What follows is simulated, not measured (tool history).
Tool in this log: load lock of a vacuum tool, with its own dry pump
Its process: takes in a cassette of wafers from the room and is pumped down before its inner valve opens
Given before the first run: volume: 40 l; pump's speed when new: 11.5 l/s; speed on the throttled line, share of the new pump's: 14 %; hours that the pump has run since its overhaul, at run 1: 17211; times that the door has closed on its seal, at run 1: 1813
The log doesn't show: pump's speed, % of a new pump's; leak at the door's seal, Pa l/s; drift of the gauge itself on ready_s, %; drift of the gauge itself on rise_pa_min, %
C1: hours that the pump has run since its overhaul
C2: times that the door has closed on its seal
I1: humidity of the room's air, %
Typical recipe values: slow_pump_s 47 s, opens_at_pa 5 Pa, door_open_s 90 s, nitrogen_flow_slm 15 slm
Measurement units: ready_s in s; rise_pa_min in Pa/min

{"run": 1, "day": 0.0, "slow_pump_s": 47, "opens_at_pa": 5, "door_open_s": 90, "nitrogen_flow_slm": 15, "C1": 17211, "C2": 1813, "I1": 45.4, "ready_s": 86.0, "rise_pa_min": 0.029}
{"run": 2, "day": 13.862, "slow_pump_s": 47, "opens_at_pa": 5, "door_open_s": 90, "nitrogen_flow_slm": 15, "C1": 17544, "C2": 3290, "I1": 42.1, "ready_s": 85.1, "rise_pa_min": 0.027}
{"run": 3, "day": 30.821, "slow_pump_s": 71, "opens_at_pa": 5, "door_open_s": 90, "nitrogen_flow_slm": 15, "C1": 17951, "C2": 5097, "I1": 44.3, "ready_s": 105.6, "rise_pa_min": 0.039}
{"run": 4, "day": 50.267, "slow_pump_s": 54, "opens_at_pa": 5, "door_open_s": 90, "nitrogen_flow_slm": 15, "C1": 18417, "C2": 7169, "I1": 45.3, "ready_s": 92.5, "rise_pa_min": 0.042}
{"run": 5, "day": 72.35, "slow_pump_s": 54, "opens_at_pa": 5, "door_open_s": 90, "nitrogen_flow_slm": 15, "C1": 18947, "C2": 9522, "I1": 46.0, "ready_s": 92.4, "rise_pa_min": 0.048}
{"day": 77.592, "done": "dry pump taken out, an overhauled one fitted"}
{"run": 6, "day": 96.225, "slow_pump_s": 54, "opens_at_pa": 5, "door_open_s": 90, "nitrogen_flow_slm": 15, "C1": 447, "C2": 12039, "I1": 47.2, "ready_s": 82.0, "rise_pa_min": 0.056}
{"run": 7, "day": 119.712, "slow_pump_s": 54, "opens_at_pa": 5, "door_open_s": 90, "nitrogen_flow_slm": 15, "C1": 1011, "C2": 14542, "I1": 42.2, "ready_s": 81.5, "rise_pa_min": 0.059}
{"run": 8, "day": 131.821, "slow_pump_s": 47, "opens_at_pa": 5, "door_open_s": 90, "nitrogen_flow_slm": 15, "C1": 1301, "C2": 15832, "I1": 44.2, "ready_s": 76.3, "rise_pa_min": 0.062}
{"run": 9, "day": 158.912, "slow_pump_s": 47, "opens_at_pa": 5, "door_open_s": 90, "nitrogen_flow_slm": 15, "C1": 1952, "C2": 18719, "I1": 47.1, "ready_s": 76.5, "rise_pa_min": 0.076}
{"run": 10, "day": 181.746, "slow_pump_s": 47, "opens_at_pa": 5, "door_open_s": 90, "nitrogen_flow_slm": 15, "C1": 2500, "C2": 21151, "I1": 44.4, "ready_s": 76.5, "rise_pa_min": 0.083}
{"run": 11, "day": 199.05, "slow_pump_s": 47, "opens_at_pa": 5, "door_open_s": 90, "nitrogen_flow_slm": 15, "C1": 2915, "C2": 22995, "I1": 44.4, "ready_s": 76.7, "rise_pa_min": 0.092}
{"run": 12, "day": 218.338, "slow_pump_s": 47, "opens_at_pa": 5, "door_open_s": 90, "nitrogen_flow_slm": 15, "C1": 3378, "C2": 25050, "I1": 45.7, "ready_s": 76.9, "rise_pa_min": 0.09}
{"run": 13, "day": 234.121, "slow_pump_s": 47, "opens_at_pa": 5, "door_open_s": 90, "nitrogen_flow_slm": 15, "C1": 3757, "C2": 26732, "I1": 44.6, "ready_s": 77.2, "rise_pa_min": 0.099}
{"run": 14, "day": 248.408, "slow_pump_s": 47, "opens_at_pa": 5, "door_open_s": 90, "nitrogen_flow_slm": 15, "C1": 4100, "C2": 28254, "I1": 44.9, "ready_s": 77.3, "rise_pa_min": 0.111}
{"run": 15, "day": 270.654, "slow_pump_s": 72, "opens_at_pa": 5, "door_open_s": 90, "nitrogen_flow_slm": 15, "C1": 4634, "C2": 30625, "I1": 47.0, "ready_s": 98.7, "rise_pa_min": 0.125}
{"run": 16, "day": 293.471, "slow_pump_s": 47, "opens_at_pa": 5, "door_open_s": 170, "nitrogen_flow_slm": 15, "C1": 5181, "C2": 33056, "I1": 45.2, "ready_s": 77.2, "rise_pa_min": 0.152}
{"run": 17, "day": 307.296, "slow_pump_s": 47, "opens_at_pa": 5, "door_open_s": 170, "nitrogen_flow_slm": 15, "C1": 5513, "C2": 34529, "I1": 44.7, "ready_s": 77.4, "rise_pa_min": 0.154}
{"run": 18, "day": 326.983, "slow_pump_s": 47, "opens_at_pa": 5, "door_open_s": 170, "nitrogen_flow_slm": 15, "C1": 5985, "C2": 36626, "I1": 43.7, "ready_s": 78.4, "rise_pa_min": 0.164}
{"run": 19, "day": 343.575, "slow_pump_s": 47, "opens_at_pa": 5, "door_open_s": 170, "nitrogen_flow_slm": 15, "C1": 6384, "C2": 38394, "I1": 42.1, "ready_s": 77.6, "rise_pa_min": 0.175}
{"day": 351.475, "done": "door's seal changed, seat wiped"}
{"run": 20, "day": 363.442, "slow_pump_s": 52, "opens_at_pa": 9, "door_open_s": 140, "nitrogen_flow_slm": 15, "C1": 6859, "C2": 1275, "I1": 42.0, "ready_s": 79.7, "rise_pa_min": 0.044}
{"run": 21, "day": 385.4, "slow_pump_s": 47, "opens_at_pa": 5, "door_open_s": 50, "nitrogen_flow_slm": 15, "C1": 7386, "C2": 3615, "I1": 47.8, "ready_s": 79.2, "rise_pa_min": 0.03}
{"run": 22, "day": 404.683, "slow_pump_s": 70, "opens_at_pa": 10, "door_open_s": 148, "nitrogen_flow_slm": 15, "C1": 7849, "C2": 5670, "I1": 45.4, "ready_s": 94.5, "rise_pa_min": 0.049}
{"run": 23, "day": 429.392, "slow_pump_s": 70, "opens_at_pa": 10, "door_open_s": 148, "nitrogen_flow_slm": 15, "C1": 8442, "C2": 8302, "I1": 46.1, "ready_s": 95.8, "rise_pa_min": 0.053}
{"run": 24, "day": 455.979, "slow_pump_s": 36, "opens_at_pa": 9, "door_open_s": 75, "nitrogen_flow_slm": 15, "C1": 9080, "C2": 11135, "I1": 46.3, "ready_s": 67.3, "rise_pa_min": 0.051}
{"run": 25, "day": 477.683, "slow_pump_s": 48, "opens_at_pa": 5, "door_open_s": 44, "nitrogen_flow_slm": 15, "C1": 9601, "C2": 13448, "I1": 43.4, "ready_s": 80.6, "rise_pa_min": 0.042}
{"run": 26, "day": 500.546, "slow_pump_s": 42, "opens_at_pa": 6, "door_open_s": 38, "nitrogen_flow_slm": 15, "C1": 10149, "C2": 15884, "I1": 46.4, "ready_s": 74.6, "rise_pa_min": 0.046}
{"run": 27, "day": 524.221, "slow_pump_s": 47, "opens_at_pa": 5, "door_open_s": 90, "nitrogen_flow_slm": 11, "C1": 10718, "C2": 18407, "I1": 43.2, "ready_s": 79.2, "rise_pa_min": 0.073}
{"run": 28, "day": 544.325, "slow_pump_s": 47, "opens_at_pa": 5, "door_open_s": 90, "nitrogen_flow_slm": 11, "C1": 11200, "C2": 20548, "I1": 46.2, "ready_s": 80.5, "rise_pa_min": 0.083}
{"run": 29, "day": 568.788, "slow_pump_s": 54, "opens_at_pa": 5, "door_open_s": 90, "nitrogen_flow_slm": 15, "C1": 11787, "C2": 23155, "I1": 44.3, "ready_s": 86.0, "rise_pa_min": 0.09}
{"run": 30, "day": 584.4, "slow_pump_s": 54, "opens_at_pa": 5, "door_open_s": 90, "nitrogen_flow_slm": 15, "C1": 12162, "C2": 24818, "I1": 45.7, "ready_s": 86.3, "rise_pa_min": 0.096}
{"run": 31, "day": 597.846, "slow_pump_s": 54, "opens_at_pa": 5, "door_open_s": 90, "nitrogen_flow_slm": 15, "C1": 12485, "C2": 26251, "I1": 46.5, "ready_s": 86.7, "rise_pa_min": 0.104}
{"run": 32, "day": 614.467, "slow_pump_s": 54, "opens_at_pa": 5, "door_open_s": 90, "nitrogen_flow_slm": 15, "C1": 12884, "C2": 28022, "I1": 45.8, "ready_s": 86.8, "rise_pa_min": 0.108}
{"run": 33, "day": 638.671, "slow_pump_s": 47, "opens_at_pa": 5, "door_open_s": 218, "nitrogen_flow_slm": 21, "C1": 13464, "C2": 30601, "I1": 44.6, "ready_s": 81.4, "rise_pa_min": 0.137}
{"run": 34, "day": 655.754, "slow_pump_s": 47, "opens_at_pa": 5, "door_open_s": 90, "nitrogen_flow_slm": 17, "C1": 13874, "C2": 32421, "I1": 44.0, "ready_s": 82.5, "rise_pa_min": 0.124}
{"run": 35, "day": 667.779, "slow_pump_s": 47, "opens_at_pa": 5, "door_open_s": 90, "nitrogen_flow_slm": 17, "C1": 14163, "C2": 33702, "I1": 47.0, "ready_s": 82.3, "rise_pa_min": 0.132}
{"run": 36, "day": 682.879, "slow_pump_s": 47, "opens_at_pa": 10, "door_open_s": 30, "nitrogen_flow_slm": 14, "C1": 14525, "C2": 35311, "I1": 46.6, "ready_s": 79.2, "rise_pa_min": 0.127}

Branching from run 36: 3 alternative next runs. What would each branch give?
{"run": "A", "day": 695.029, "slow_pump_s": 47, "opens_at_pa": 10, "door_open_s": 30, "nitrogen_flow_slm": 40, "C1": 14817, "C2": 36606, "I1": 45.2, "ready_s": "?", "rise_pa_min": "?"}
{"run": "B", "day": 695.029, "slow_pump_s": 47, "opens_at_pa": 7, "door_open_s": 112, "nitrogen_flow_slm": 8, "C1": 14817, "C2": 36606, "I1": 45.1, "ready_s": "?", "rise_pa_min": "?"}
{"run": "C", "day": 695.029, "slow_pump_s": 47, "opens_at_pa": 10, "door_open_s": 30, "nitrogen_flow_slm": 14, "C1": 14817, "C2": 36606, "I1": 42.8, "ready_s": "?", "rise_pa_min": "?"}

run=A ready_s=79.1 rise_pa_min=0.131
run=B ready_s=81.4 rise_pa_min=0.164
run=C ready_s=80.3 rise_pa_min=0.139
The same runs, with their run-to-run variation unchanged, on a tool lacking any hidden condition would have given:
run=A ready_s=72.1 rise_pa_min=0.009
run=B ready_s=73.9 rise_pa_min=0.044
run=C ready_s=73.2 rise_pa_min=0.018
